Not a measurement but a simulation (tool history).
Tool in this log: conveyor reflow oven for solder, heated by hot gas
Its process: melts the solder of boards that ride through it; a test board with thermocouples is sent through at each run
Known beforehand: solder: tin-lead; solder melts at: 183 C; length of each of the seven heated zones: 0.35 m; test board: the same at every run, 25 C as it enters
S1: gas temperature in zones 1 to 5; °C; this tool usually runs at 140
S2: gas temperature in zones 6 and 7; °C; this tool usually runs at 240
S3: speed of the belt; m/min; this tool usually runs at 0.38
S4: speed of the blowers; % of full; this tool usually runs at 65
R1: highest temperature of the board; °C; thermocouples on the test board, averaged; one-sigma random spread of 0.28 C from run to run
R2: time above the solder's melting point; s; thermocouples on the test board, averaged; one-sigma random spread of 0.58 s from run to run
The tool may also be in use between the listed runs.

{"run": 1, "hour": 0.0, "S1": 140, "S2": 240, "S3": 0.38, "S4": 65, "R1": 226.5, "R2": 94.4}
{"run": 2, "hour": 9.3, "S1": 140, "S2": 240, "S3": 0.38, "S4": 65, "R1": 226.5, "R2": 93.9}
{"run": 3, "hour": 15.2, "S1": 140, "S2": 240, "S3": 0.38, "S4": 65, "R1": 226, "R2": 94.1}
{"run": 4, "hour": 25.1, "S1": 135, "S2": 240, "S3": 0.38, "S4": 65, "R1": 225.9, "R2": 90.7}
{"run": 5, "hour": 31.5, "S1": 135, "S2": 240, "S3": 0.38, "S4": 65, "R1": 225.8, "R2": 91.6}
{"run": 6, "hour": 38.3, "S1": 135, "S2": 240, "S3": 0.38, "S4": 65, "R1": 225.7, "R2": 89.8}
{"run": 7, "hour": 47.2, "S1": 140, "S2": 240, "S3": 0.38, "S4": 69, "R1": 226.5, "R2": 93.6}
{"run": 8, "hour": 56.7, "S1": 130, "S2": 240, "S3": 0.38, "S4": 65, "R1": 225, "R2": 87.2}
{"run": 9, "hour": 66.3, "S1": 130, "S2": 240, "S3": 0.38, "S4": 65, "R1": 225.3, "R2": 87.5}
{"run": 10, "hour": 73.2, "S1": 130, "S2": 240, "S3": 0.38, "S4": 65, "R1": 225.2, "R2": 88.3}
{"run": 11, "hour": 80.8, "S1": 130, "S2": 240, "S3": 0.38, "S4": 65, "R1": 225.4, "R2": 87.2}
{"run": 12, "hour": 90.7, "S1": 130, "S2": 240, "S3": 0.38, "S4": 60, "R1": 223.8, "R2": 87.3}
{"run": 13, "hour": 97.8, "S1": 130, "S2": 240, "S3": 0.38, "S4": 60, "R1": 224.7, "R2": 85.8}
{"run": 14, "hour": 102.5, "S1": 130, "S2": 240, "S3": 0.38, "S4": 60, "R1": 224.1, "R2": 86.1}
{"run": 15, "hour": 107.2, "S1": 130, "S2": 240, "S3": 0.38, "S4": 60, "R1": 223.9, "R2": 86.6}
{"run": 16, "hour": 116.8, "S1": 127, "S2": 239, "S3": 0.38, "S4": 65, "R1": 223.4, "R2": 86.1}
{"run": 17, "hour": 124.7, "S1": 127, "S2": 239, "S3": 0.38, "S4": 58, "R1": 222.2, "R2": 83.3}
{"run": 18, "hour": 130.0, "S1": 140, "S2": 244, "S3": 0.38, "S4": 70, "R1": 230.6, "R2": 97.9}
{"run": 19, "hour": 137.1, "S1": 140, "S2": 240, "S3": 0.398, "S4": 64, "R1": 225.2, "R2": 87.3}
{"run": 20, "hour": 143.2, "S1": 140, "S2": 240, "S3": 0.398, "S4": 64, "R1": 224.6, "R2": 87.8}
{"run": 21, "hour": 150.3, "S1": 138, "S2": 240, "S3": 0.364, "S4": 65, "R1": 227.5, "R2": 98.4}
{"run": 22, "hour": 156.3, "S1": 138, "S2": 235, "S3": 0.364, "S4": 59, "R1": 222.1, "R2": 92.8}
{"run": 23, "hour": 164.1, "S1": 140, "S2": 240, "S3": 0.434, "S4": 67, "R1": 222.2, "R2": 78.5}
{"run": 24, "hour": 171.3, "S1": 140, "S2": 240, "S3": 0.343, "S4": 87, "R1": 232.4, "R2": 109.6}
{"run": 25, "hour": 179.7, "S1": 140, "S2": 240, "S3": 0.343, "S4": 87, "R1": 231.9, "R2": 110.2}
{"run": 26, "hour": 189.3, "S1": 140, "S2": 240, "S3": 0.343, "S4": 87, "R1": 231.9, "R2": 108.5}
{"run": 27, "hour": 193.8, "S1": 140, "S2": 240, "S3": 0.41, "S4": 65, "R1": 224.2, "R2": 84.5}

The log once held 1 entry between its listed runs, left out of this copy. Where does each go, and what is different about the tool's unlogged condition between the listed run before it and the listed run after it?
Run 11 -> run 12: flux residue cleaned out of gas plates and filters (hour 88.6)
  heat that the gas passes to the board, % of a clean oven's: 99.6 -> 100
